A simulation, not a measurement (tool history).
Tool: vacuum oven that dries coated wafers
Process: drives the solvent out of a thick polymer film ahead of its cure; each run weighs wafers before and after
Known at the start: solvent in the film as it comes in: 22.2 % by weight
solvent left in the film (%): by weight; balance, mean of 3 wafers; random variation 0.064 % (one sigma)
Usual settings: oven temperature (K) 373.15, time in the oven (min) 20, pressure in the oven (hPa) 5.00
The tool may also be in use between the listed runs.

run	day	oven temperature (K)	time in the oven (min)	pressure in the oven (hPa)	solvent left in the film (%)
1	0.000	373.15	20	5.00	4.42
2	0.879	373.15	20	5.00	4.39
# day 1.850: oven's thermocouples calibrated
3	1.850	383.15	20	5.00	1.82
4	3.467	386.15	20	5.00	1.43
5	4.254	359.15	20	5.00	8.61
6	5.933	373.15	20	5.00	4.13
7	6.717	373.15	20	5.00	4.01
8	8.154	373.15	20	5.00	4.06
9	9.429	373.15	20	5.00	4.18
10	10.325	375.15	31	5.50	1.71
11	12.067	375.15	31	5.50	1.75
12	13.329	373.15	30	5.00	2.11
13	14.142	373.15	30	5.00	2.09
14	15.533	361.15	14	5.00	9.91
15	17.146	378.15	21	5.70	2.63
16	18.912	378.15	21	5.70	2.62
17	20.754	369.15	10	5.00	9.52
18	21.967	369.15	10	5.00	9.80

Forecast each of these 3 alternatives for the next run:
A	23.025	373.15	11	10.35	?
B	23.025	369.15	31	17.23	?
C	23.025	378.15	10	5.00	?

run	solvent left in the film (%)
A	8.33
B	4.50
C	6.84
Without the tool's hidden state the same runs would have given:
run	solvent left in the film (%)
A	8.10
B	4.27
C	6.62

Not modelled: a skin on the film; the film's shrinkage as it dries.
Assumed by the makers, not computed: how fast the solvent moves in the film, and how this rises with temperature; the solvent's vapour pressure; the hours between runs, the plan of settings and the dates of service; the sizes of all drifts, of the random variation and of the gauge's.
